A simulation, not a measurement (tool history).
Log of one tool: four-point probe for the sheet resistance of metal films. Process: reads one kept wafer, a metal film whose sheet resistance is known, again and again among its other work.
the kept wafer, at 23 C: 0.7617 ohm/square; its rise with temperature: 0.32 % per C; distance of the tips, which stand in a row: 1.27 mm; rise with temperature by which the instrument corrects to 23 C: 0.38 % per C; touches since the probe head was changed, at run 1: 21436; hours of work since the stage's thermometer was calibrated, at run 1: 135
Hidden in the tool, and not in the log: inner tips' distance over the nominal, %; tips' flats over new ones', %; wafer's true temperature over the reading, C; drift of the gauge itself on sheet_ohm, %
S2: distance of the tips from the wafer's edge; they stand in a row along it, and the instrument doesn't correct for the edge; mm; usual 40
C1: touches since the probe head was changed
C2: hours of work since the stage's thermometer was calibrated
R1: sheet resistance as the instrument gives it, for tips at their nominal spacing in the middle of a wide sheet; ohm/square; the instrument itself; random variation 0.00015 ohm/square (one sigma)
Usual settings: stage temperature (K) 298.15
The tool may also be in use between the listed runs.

Run 1, hour 0: usual settings; C1 21436; C2 135. Result: R1 0.763191 ohm/square.
Run 2, hour 16.6: usual settings; C1 22086; C2 142. Result: R1 0.762995 ohm/square.
Run 3, hour 29.4: usual settings but S2 11 mm; C1 22585; C2 148. Result: R1 0.768461 ohm/square.
Run 4, hour 43.1: usual settings; C1 23120; C2 154. Result: R1 0.763624 ohm/square.
Run 5, hour 61.6: usual settings; C1 23843; C2 163. Result: R1 0.763636 ohm/square.
Run 6, hour 76: usual settings; C1 24405; C2 170. Result: R1 0.763659 ohm/square.
Run 7, hour 90.1: usual settings; C1 24954; C2 176. Result: R1 0.763731 ohm/square.
Run 8, hour 106.9: usual settings but S2 10 mm; C1 25613; C2 184. Result: R1 0.769842 ohm/square.
Run 9, hour 130.2: usual settings but S2 10 mm; C1 26520; C2 195. Result: R1 0.769864 ohm/square.
Run 10, hour 151.9: usual settings but S2 10 mm; C1 27369; C2 205. Result: R1 0.770103 ohm/square.
Run 11, hour 166.4: usual settings but S2 10 mm; C1 27934; C2 211. Result: R1 0.769906 ohm/square.
Run 12, hour 186.2: usual settings but S2 24 mm; C1 28708; C2 221. Result: R1 0.764744 ohm/square.
Run 13, hour 205.9: usual settings but stage temperature (K) 294.15; C1 29479; C2 230. Result: R1 0.766198 ohm/square.
Run 14, hour 225.7: usual settings but stage temperature (K) 307.15, S2 70 mm; C1 30254; C2 239. Result: R1 0.759747 ohm/square.
At hour 227.3: stage's thermometer calibrated.
Run 15, hour 247.9: usual settings but stage temperature (K) 302.15; C1 31101; C2 10. Result: R1 0.762469 ohm/square.
Run 16, hour 261.7: usual settings but stage temperature (K) 299.15, S2 21 mm; C1 31639; C2 16. Result: R1 0.764693 ohm/square.
Run 17, hour 272.9: usual settings but stage temperature (K) 295.15, S2 50 mm; C1 32078; C2 21. Result: R1 0.765652 ohm/square.
Run 18, hour 291.4: usual settings but stage temperature (K) 295.15, S2 50 mm; C1 32800; C2 30. Result: R1 0.76606 ohm/square.
Run 19, hour 305: usual settings but stage temperature (K) 292.15, S2 44 mm; C1 33329; C2 36. Result: R1 0.767434 ohm/square.
At hour 318: stage's thermometer calibrated, once more.
Run 20, hour 324.7: usual settings but stage temperature (K) 301.15, S2 51 mm; C1 34079; C2 3. Result: R1 0.763146 ohm/square.
Run 21, hour 337.5: usual settings but stage temperature (K) 301.15, S2 51 mm; C1 34579; C2 9. Result: R1 0.762773 ohm/square.
Run 22, hour 357.4: usual settings but stage temperature (K) 301.15, S2 51 mm; C1 35355; C2 18. Result: R1 0.762992 ohm/square.
Run 23, hour 381.3: usual settings but stage temperature (K) 304.15, S2 13 mm; C1 36289; C2 29. Result: R1 0.765306 ohm/square.
Run 24, hour 401.1: usual settings but stage temperature (K) 300.15, S2 24 mm; C1 37064; C2 38. Result: R1 0.764713 ohm/square.

Some steps in R1 between neighbouring runs. How much of each would the tool show without its hidden state too (settings, what came in, random variation), and how much is left for the hidden state, with any gauge scatter that isn't in both results?
Run 7 -> 8: S2 40 -> 10. R1 +0.006111 ohm/square: hidden state +0.000078, all else +0.006033.
Run 13 -> 14: stage temperature (K) 294.15 -> 307.15, S2 40 -> 70. R1 -0.006451 ohm/square: hidden state +0.00004, all else -0.006491.
Run 22 -> 23: stage temperature (K) 301.15 -> 304.15, S2 51 -> 13. R1 +0.002314 ohm/square: hidden state +0.000094, all else +0.00222.
